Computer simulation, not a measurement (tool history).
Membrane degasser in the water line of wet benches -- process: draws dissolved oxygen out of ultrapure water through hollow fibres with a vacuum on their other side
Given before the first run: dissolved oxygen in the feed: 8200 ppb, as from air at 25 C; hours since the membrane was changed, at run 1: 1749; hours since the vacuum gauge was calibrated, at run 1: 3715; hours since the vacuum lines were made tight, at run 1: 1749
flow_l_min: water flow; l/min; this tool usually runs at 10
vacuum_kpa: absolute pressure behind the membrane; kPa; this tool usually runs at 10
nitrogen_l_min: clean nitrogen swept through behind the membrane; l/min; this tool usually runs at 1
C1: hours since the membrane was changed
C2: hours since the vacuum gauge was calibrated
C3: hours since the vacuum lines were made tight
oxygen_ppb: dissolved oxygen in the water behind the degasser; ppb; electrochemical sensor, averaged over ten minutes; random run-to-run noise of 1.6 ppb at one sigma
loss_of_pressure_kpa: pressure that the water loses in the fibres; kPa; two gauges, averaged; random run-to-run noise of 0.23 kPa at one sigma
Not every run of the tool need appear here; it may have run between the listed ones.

run 1 day=0 | flow_l_min=10 vacuum_kpa=10 nitrogen_l_min=1 | C1=1749 C2=3715 C3=1749 | oxygen_ppb=174 loss_of_pressure_kpa=58.34
run 2 day=1.633 | flow_l_min=10 vacuum_kpa=10 nitrogen_l_min=1 | C1=1788 C2=3755 C3=1788 | oxygen_ppb=172 loss_of_pressure_kpa=58.4
run 3 day=3.246 | flow_l_min=10 vacuum_kpa=10 nitrogen_l_min=1 | C1=1827 C2=3793 C3=1827 | oxygen_ppb=171.5 loss_of_pressure_kpa=58.58
run 4 day=4.883 | flow_l_min=10 vacuum_kpa=10 nitrogen_l_min=1 | C1=1866 C2=3833 C3=1866 | oxygen_ppb=171.5 loss_of_pressure_kpa=58.54
run 5 day=5.9 | flow_l_min=10 vacuum_kpa=10 nitrogen_l_min=1 | C1=1891 C2=3857 C3=1891 | oxygen_ppb=170.3 loss_of_pressure_kpa=58.72
run 6 day=7.158 | flow_l_min=10 vacuum_kpa=10 nitrogen_l_min=1 | C1=1921 C2=3887 C3=1921 | oxygen_ppb=171.9 loss_of_pressure_kpa=58.53
run 7 day=8.938 | flow_l_min=10 vacuum_kpa=10 nitrogen_l_min=1 | C1=1964 C2=3930 C3=1964 | oxygen_ppb=173.2 loss_of_pressure_kpa=58.65
run 8 day=9.833 | flow_l_min=10 vacuum_kpa=10 nitrogen_l_min=1 | C1=1985 C2=3951 C3=1985 | oxygen_ppb=170.7 loss_of_pressure_kpa=58.62
run 9 day=10.742 | flow_l_min=10 vacuum_kpa=10 nitrogen_l_min=1 | C1=2007 C2=3973 C3=2007 | oxygen_ppb=172.4 loss_of_pressure_kpa=58.72
run 10 day=12.083 | flow_l_min=10 vacuum_kpa=10 nitrogen_l_min=1 | C1=2039 C2=4005 C3=2039 | oxygen_ppb=175.6 loss_of_pressure_kpa=58.73
run 11 day=13.5 | flow_l_min=10 vacuum_kpa=10 nitrogen_l_min=1 | C1=2073 C2=4039 C3=2073 | oxygen_ppb=171.5 loss_of_pressure_kpa=58.56
run 12 day=14.55 | flow_l_min=10 vacuum_kpa=10 nitrogen_l_min=1 | C1=2098 C2=4065 C3=2098 | oxygen_ppb=172.2 loss_of_pressure_kpa=58.24
run 13 day=15.925 | flow_l_min=10 vacuum_kpa=10 nitrogen_l_min=1 | C1=2131 C2=4098 C3=2131 | oxygen_ppb=173.8 loss_of_pressure_kpa=58.4
run 14 day=17.646 | flow_l_min=10 vacuum_kpa=10 nitrogen_l_min=1 | C1=2173 C2=4139 C3=2173 | oxygen_ppb=172.9 loss_of_pressure_kpa=58.7
run 15 day=18.554 | flow_l_min=10 vacuum_kpa=10 nitrogen_l_min=1 | C1=2194 C2=4161 C3=2194 | oxygen_ppb=177.2 loss_of_pressure_kpa=59.16
run 16 day=19.933 | flow_l_min=10 vacuum_kpa=10 nitrogen_l_min=0.64 | C1=2227 C2=4194 C3=2227 | oxygen_ppb=261.5 loss_of_pressure_kpa=58.46
run 17 day=20.933 | flow_l_min=14 vacuum_kpa=11.9 nitrogen_l_min=0.43 | C1=2251 C2=4218 C3=2251 | oxygen_ppb=595 loss_of_pressure_kpa=82.16
run 18 day=22.117 | flow_l_min=14 vacuum_kpa=11.9 nitrogen_l_min=0.43 | C1=2280 C2=4246 C3=2280 | oxygen_ppb=591.3 loss_of_pressure_kpa=82.31
run 19 day=23.6 | flow_l_min=14 vacuum_kpa=11.9 nitrogen_l_min=0.43 | C1=2316 C2=4282 C3=2316 | oxygen_ppb=604.2 loss_of_pressure_kpa=82.56
run 20 day=24.496 | flow_l_min=10 vacuum_kpa=10 nitrogen_l_min=1.35 | C1=2337 C2=4303 C3=2337 | oxygen_ppb=132.2 loss_of_pressure_kpa=58.35

Estimate the outcome of run 21 from the log above:
run 21 day=25.862 | flow_l_min=8 vacuum_kpa=14.2 nitrogen_l_min=1 | C1=2370 C2=4336 C3=2370 | oxygen_ppb=? loss_of_pressure_kpa=?

{"run 21": {"oxygen_ppb": 220.4, "loss_of_pressure_kpa": 47.11}}
On a tool with no hidden condition, and with the same random variation, this run would have come out at oxygen_ppb 206.1 ppb, loss_of_pressure_kpa 45.82 kPa.
